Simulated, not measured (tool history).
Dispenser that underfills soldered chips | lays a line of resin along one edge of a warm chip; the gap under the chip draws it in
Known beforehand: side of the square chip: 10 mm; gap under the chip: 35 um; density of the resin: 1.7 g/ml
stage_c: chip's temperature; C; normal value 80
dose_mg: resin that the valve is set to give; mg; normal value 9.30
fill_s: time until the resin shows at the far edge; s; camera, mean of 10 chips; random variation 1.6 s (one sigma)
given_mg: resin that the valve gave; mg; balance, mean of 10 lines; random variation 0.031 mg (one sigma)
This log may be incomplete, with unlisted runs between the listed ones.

{"run": 1, "hour": 0.0, "stage_c": 80, "dose_mg": 9.3, "fill_s": 227.9, "given_mg": 9.27}
{"hour": 5.3, "done": "new syringe of resin"}
{"run": 2, "hour": 10.5, "stage_c": 80, "dose_mg": 9.3, "fill_s": 200.6, "given_mg": 9.2}
{"run": 3, "hour": 17.6, "stage_c": 80, "dose_mg": 9.3, "fill_s": 279.7, "given_mg": 9.24}
{"hour": 19.0, "done": "new syringe of resin"}
{"run": 4, "hour": 24.4, "stage_c": 80, "dose_mg": 9.3, "fill_s": 200.0, "given_mg": 9.22}
{"hour": 32.9, "done": "new syringe of resin"}
{"run": 5, "hour": 34.3, "stage_c": 80, "dose_mg": 9.3, "fill_s": 166.1, "given_mg": 9.1}
{"hour": 46.0, "done": "new syringe of resin"}
{"run": 6, "hour": 47.5, "stage_c": 80, "dose_mg": 9.51, "fill_s": 165.1, "given_mg": 9.28}
{"hour": 59.7, "done": "new syringe of resin"}
{"run": 7, "hour": 59.7, "stage_c": 80, "dose_mg": 9.51, "fill_s": 156.5, "given_mg": 9.27}
{"run": 8, "hour": 65.9, "stage_c": 80, "dose_mg": 9.51, "fill_s": 210.7, "given_mg": 9.26}
{"hour": 73.1, "done": "new syringe of resin"}
{"run": 9, "hour": 75.2, "stage_c": 80, "dose_mg": 8.78, "fill_s": 175.9, "given_mg": 8.5}
{"hour": 86.5, "done": "new syringe of resin"}
{"run": 10, "hour": 86.5, "stage_c": 80, "dose_mg": 8.78, "fill_s": 161.0, "given_mg": 8.52}
{"run": 11, "hour": 98.0, "stage_c": 80, "dose_mg": 9.3, "fill_s": 270.2, "given_mg": 8.89}
{"hour": 99.6, "done": "new syringe of resin"}
{"run": 12, "hour": 106.1, "stage_c": 80, "dose_mg": 9.3, "fill_s": 211.5, "given_mg": 8.87}
{"hour": 113.2, "done": "new syringe of resin"}
{"run": 13, "hour": 119.6, "stage_c": 80, "dose_mg": 9.3, "fill_s": 216.4, "given_mg": 8.84}
{"hour": 127.3, "done": "new syringe of resin"}
{"run": 14, "hour": 133.4, "stage_c": 91, "dose_mg": 11.74, "fill_s": 142.7, "given_mg": 11.08}
{"hour": 141.2, "done": "new syringe of resin"}
{"run": 15, "hour": 145.1, "stage_c": 91, "dose_mg": 11.24, "fill_s": 128.1, "given_mg": 10.55}
{"hour": 154.4, "done": "new syringe of resin"}
{"run": 16, "hour": 158.7, "stage_c": 91, "dose_mg": 11.24, "fill_s": 134.2, "given_mg": 10.45}
{"hour": 166.8, "done": "dispensing valve cleaned and set on the balance"}
{"hour": 168.9, "done": "new syringe of resin"}
{"run": 17, "hour": 171.2, "stage_c": 91, "dose_mg": 11.24, "fill_s": 120.3, "given_mg": 11.19}
{"run": 18, "hour": 178.7, "stage_c": 76, "dose_mg": 10.68, "fill_s": 284.6, "given_mg": 10.59}
{"hour": 182.5, "done": "new syringe of resin"}
{"run": 19, "hour": 192.5, "stage_c": 76, "dose_mg": 10.68, "fill_s": 284.2, "given_mg": 10.5}
{"hour": 195.8, "done": "new syringe of resin"}
{"run": 20, "hour": 203.4, "stage_c": 76, "dose_mg": 10.68, "fill_s": 257.0, "given_mg": 10.52}
{"hour": 209.8, "done": "new syringe of resin"}
{"run": 21, "hour": 215.0, "stage_c": 72, "dose_mg": 8.63, "fill_s": 271.5, "given_mg": 8.45}
{"hour": 223.8, "done": "new syringe of resin"}
{"run": 22, "hour": 224.9, "stage_c": 90, "dose_mg": 10.42, "fill_s": 118.0, "given_mg": 10.16}
{"hour": 237.6, "done": "new syringe of resin"}
{"run": 23, "hour": 238.7, "stage_c": 92, "dose_mg": 10.12, "fill_s": 112.1, "given_mg": 9.81}
{"run": 24, "hour": 246.0, "stage_c": 71, "dose_mg": 9.7, "fill_s": 323.6, "given_mg": 9.35}
{"hour": 251.2, "done": "new syringe of resin"}
{"run": 25, "hour": 257.9, "stage_c": 77, "dose_mg": 11.35, "fill_s": 233.1, "given_mg": 10.89}
{"hour": 264.9, "done": "new syringe of resin"}
{"run": 26, "hour": 266.9, "stage_c": 77, "dose_mg": 11.35, "fill_s": 191.3, "given_mg": 10.87}

3 ways to go on from here, each from the tool as it stands after run 26. What would each give?
{"hour": 278.0, "done": "new syringe of resin"}
{"run": "A", "hour": 278.6, "stage_c": 69, "dose_mg": 7.9, "fill_s": "?", "given_mg": "?"}
{"hour": 278.0, "done": "new syringe of resin"}
{"run": "B", "hour": 278.6, "stage_c": 80, "dose_mg": 10.79, "fill_s": "?", "given_mg": "?"}
{"hour": 278.0, "done": "new syringe of resin"}
{"run": "C", "hour": 278.6, "stage_c": 72, "dose_mg": 11.35, "fill_s": "?", "given_mg": "?"}

run=A fill_s=253.9 given_mg=7.50
run=B fill_s=160.5 given_mg=10.24
run=C fill_s=215.9 given_mg=10.81
Without the tool's hidden state the same runs would have given:
run=A fill_s=235.2 given_mg=7.89
run=B fill_s=150.8 given_mg=10.76
run=C fill_s=202.6 given_mg=11.37
